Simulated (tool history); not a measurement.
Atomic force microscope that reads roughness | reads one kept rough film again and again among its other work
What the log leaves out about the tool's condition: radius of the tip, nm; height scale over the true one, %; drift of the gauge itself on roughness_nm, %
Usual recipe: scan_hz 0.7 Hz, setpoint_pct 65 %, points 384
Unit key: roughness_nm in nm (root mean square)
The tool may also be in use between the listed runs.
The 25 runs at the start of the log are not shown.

run	day	scan_hz	setpoint_pct	points	pictures with this tip	hours of work since the height scale was calibrated	roughness_nm
# day 19.158: height scale calibrated on a step standard
26	19.925	0.7	85	952	133	13	2.586
27	20.817	0.7	85	952	165	29	2.5
28	21.329	0.7	72	579	183	38	2.485
# day 21.621: new tip fitted
29	21.921	0.7	67	426	11	48	3.057
# day 22.304: height scale calibrated on a step standard, once more
30	22.496	3.8	59	322	29	3	2.897
31	23.492	3.8	74	864	65	21	2.615
32	24.221	2.118	64	967	90	33	2.736
33	24.85	1.547	60	710	112	44	2.692
34	25.412	1.547	60	710	132	54	2.639
35	25.925	3.258	67	418	150	63	2.451
36	26.55	0.7	74	384	172	74	2.518
# day 27.167: new tip fitted
37	27.246	0.504	55	436	3	85	3.136
38	27.896	3.985	84	409	26	97	2.541
39	28.838	0.899	72	337	59	113	2.836
40	29.642	0.899	72	337	87	127	2.766
41	30.625	1.434	55	337	122	144	2.679
42	31.358	0.759	56	496	148	157	2.658
43	32.338	0.7	80	408	182	174	2.479
# day 32.629: new tip fitted
44	33.1	3.53	77	471	16	187	2.741
45	33.812	3.53	77	471	41	199	2.646
46	34.454	3.53	77	471	64	210	2.569

Run 47 has not been measured yet. What should we expect?
47	35.512	3.53	77	471	101	229	?

{"run 47": {"roughness_nm": 2.463}}
Without the tool's hidden state the same run would have given roughness_nm 2.825 nm (root mean square).
